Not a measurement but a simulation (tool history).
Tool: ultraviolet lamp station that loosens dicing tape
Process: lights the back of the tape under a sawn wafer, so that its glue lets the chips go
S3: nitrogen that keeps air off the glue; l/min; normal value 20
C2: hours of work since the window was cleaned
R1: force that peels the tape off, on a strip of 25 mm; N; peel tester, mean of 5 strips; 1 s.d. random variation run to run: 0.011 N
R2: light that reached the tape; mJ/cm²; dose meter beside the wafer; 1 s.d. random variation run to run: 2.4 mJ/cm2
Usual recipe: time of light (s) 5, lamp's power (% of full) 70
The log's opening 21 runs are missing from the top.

{"run": 22, "hour": 1477.9, "time of light (s)": 5, "lamp's power (% of full)": 100, "S3": 9, "hours of work of the lamp": 409, "C2": 90, "R1": 0.601, "R2": 310}
{"run": 23, "hour": 1555.0, "time of light (s)": 3, "lamp's power (% of full)": 67, "S3": 13, "hours of work of the lamp": 443, "C2": 123, "R1": 2.311, "R2": 122}
{"run": 24, "hour": 1613.1, "time of light (s)": 5, "lamp's power (% of full)": 75, "S3": 20, "hours of work of the lamp": 469, "C2": 149, "R1": 0.666, "R2": 222}
{"run": 25, "hour": 1672.0, "time of light (s)": 5, "lamp's power (% of full)": 75, "S3": 20, "hours of work of the lamp": 495, "C2": 175, "R1": 0.696, "R2": 225}
{"run": 26, "hour": 1712.5, "time of light (s)": 5, "lamp's power (% of full)": 97, "S3": 36, "hours of work of the lamp": 513, "C2": 193, "R1": 0.35, "R2": 282}
{"run": 27, "hour": 1774.8, "time of light (s)": 5, "lamp's power (% of full)": 97, "S3": 36, "hours of work of the lamp": 540, "C2": 220, "R1": 0.355, "R2": 278}
{"run": 28, "hour": 1856.7, "time of light (s)": 4, "lamp's power (% of full)": 97, "S3": 26, "hours of work of the lamp": 576, "C2": 256, "R1": 0.625, "R2": 218}
{"run": 29, "hour": 1900.5, "time of light (s)": 4, "lamp's power (% of full)": 97, "S3": 26, "hours of work of the lamp": 595, "C2": 275, "R1": 0.673, "R2": 209}
{"run": 30, "hour": 1989.9, "time of light (s)": 5, "lamp's power (% of full)": 63, "S3": 20, "hours of work of the lamp": 635, "C2": 315, "R1": 1.2, "R2": 166}
{"run": 31, "hour": 2030.7, "time of light (s)": 5, "lamp's power (% of full)": 63, "S3": 20, "hours of work of the lamp": 652, "C2": 333, "R1": 1.206, "R2": 166}

Predict each of these 5 candidate next runs independently; none follows another, all start after run 31:
{"run": "A", "hour": 2073.9, "time of light (s)": 3, "lamp's power (% of full)": 63, "S3": 20, "hours of work of the lamp": 671, "C2": 352, "R1": "?", "R2": "?"}
{"run": "B", "hour": 2073.9, "time of light (s)": 5, "lamp's power (% of full)": 92, "S3": 6, "hours of work of the lamp": 671, "C2": 352, "R1": "?", "R2": "?"}
{"run": "C", "hour": 2073.9, "time of light (s)": 3, "lamp's power (% of full)": 63, "S3": 20, "hours of work of the lamp": 671, "C2": 352, "R1": "?", "R2": "?"}
{"run": "D", "hour": 2073.9, "time of light (s)": 4, "lamp's power (% of full)": 70, "S3": 11, "hours of work of the lamp": 671, "C2": 352, "R1": "?", "R2": "?"}
{"run": "E", "hour": 2073.9, "time of light (s)": 5, "lamp's power (% of full)": 70, "S3": 7, "hours of work of the lamp": 671, "C2": 352, "R1": "?", "R2": "?"}

run=A R1=2.582 R2=97
run=B R1=1.319 R2=239
run=C R1=2.615 R2=101
run=D R1=2.006 R2=143
run=E R1=1.856 R2=182
With the hidden condition removed and each run's random variation left untouched, the same runs would have given:
run=A R1=1.501 R2=145
run=B R1=0.624 R2=355
run=C R1=1.519 R2=149
run=D R1=1.064 R2=213
run=E R1=0.956 R2=271
